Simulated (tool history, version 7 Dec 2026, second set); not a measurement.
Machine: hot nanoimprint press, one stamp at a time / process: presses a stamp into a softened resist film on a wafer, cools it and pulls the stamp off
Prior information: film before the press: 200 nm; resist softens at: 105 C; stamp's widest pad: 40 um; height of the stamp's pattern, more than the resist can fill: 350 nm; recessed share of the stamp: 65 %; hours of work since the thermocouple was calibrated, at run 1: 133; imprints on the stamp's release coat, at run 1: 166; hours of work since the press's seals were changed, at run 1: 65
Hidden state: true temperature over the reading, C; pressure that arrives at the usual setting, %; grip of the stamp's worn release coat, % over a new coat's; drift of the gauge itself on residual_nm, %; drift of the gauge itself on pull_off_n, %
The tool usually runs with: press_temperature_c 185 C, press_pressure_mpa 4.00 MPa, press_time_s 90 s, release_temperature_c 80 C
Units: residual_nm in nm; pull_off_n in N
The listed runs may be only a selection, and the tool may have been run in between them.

run	day	press_temperature_c	press_pressure_mpa	press_time_s	release_temperature_c	hours of work since the thermocouple was calibrated	imprints on the stamp's release coat	hours of work since the press's seals were changed	residual_nm	pull_off_n
1	0.000	185	4.00	90	80	133	166	65	87.5	156
2	0.288	185	4.00	90	80	136	185	68	87.4	155
3	0.838	185	4.00	90	80	142	223	74	87.4	158
4	1.396	185	4.80	90	80	148	261	80	81.5	156
5	1.846	185	4.00	90	80	153	292	85	88.4	158
6	2.375	185	4.00	90	80	159	328	91	87.8	160
7	2.854	185	4.00	90	80	164	361	96	88.1	158
8	3.121	185	4.00	90	80	167	379	99	87.9	156
9	3.454	185	4.00	90	67	170	402	102	88.3	177
10	3.912	185	4.00	90	67	175	433	107	88.6	179
11	4.408	185	4.00	90	67	181	467	113	88.3	178
12	4.971	193	4.00	90	80	187	506	119	63.0	156
13	5.542	193	4.00	90	80	193	545	125	62.9	159
14	6.000	193	4.00	90	80	198	576	130	63.7	160
15	6.417	185	4.00	90	76	202	605	134	89.0	166
16	6.908	185	4.00	90	76	207	638	140	88.6	162
17	7.362	185	4.00	90	76	212	670	145	88.9	164
18	7.667	185	4.00	90	76	216	690	148	90.0	163
# day 7.912: gauge calibrated
19	8.008	185	4.00	159	76	219	714	151	69.3	168
20	8.271	185	3.21	49	70	222	731	154	119.0	170
# day 8.933: stamp cleaned and given a new release coat
21	9.038	183	4.00	90	80	228	7	160	95.6	161
22	9.317	175	4.62	90	78	231	26	163	124.1	160
23	9.567	178	4.18	58	68	233	43	166	131.6	174
24	9.850	178	4.18	58	68	237	63	169	132.1	176
25	10.296	185	3.20	140	80	241	93	173	81.5	157
26	10.725	176	5.69	90	67	246	122	178	112.1	176
27	11.062	176	5.69	90	67	250	146	182	112.1	179
# day 11.396: plate thermocouple calibrated
28	11.454	185	4.00	90	78	1	164	185	88.3	161
29	11.892	185	4.08	90	80	5	194	189	87.4	160

Describe how what the log doesn't record of the tool's condition differs between the last listed run preceding each entry between runs and the first listed run following it.
Runs 18 to 19: gauge calibrated (day 7.912)
  grip of the stamp's worn release coat, % over a new coat's: 0.4 -> 0.5; drift of the gauge itself on residual_nm, %: 2.26 -> 0.03
  measured minus no-state result, residual_nm: +2.1 -> +0.1 nm
Runs 20 to 21: stamp cleaned and given a new release coat (day 8.933)
  grip of the stamp's worn release coat, % over a new coat's: 0.5 -> 0; drift of the gauge itself on residual_nm, %: 0.1 -> 0.26
  measured minus no-state result, residual_nm: +0.3 -> +0.4 nm
Runs 27 to 28: plate thermocouple calibrated (day 11.396)
  true temperature over the reading, C: -0.03 -> 0.01; drift of the gauge itself on residual_nm, %: 0.86 -> 0.93
  measured minus no-state result, residual_nm: +1.2 -> +0.8 nm
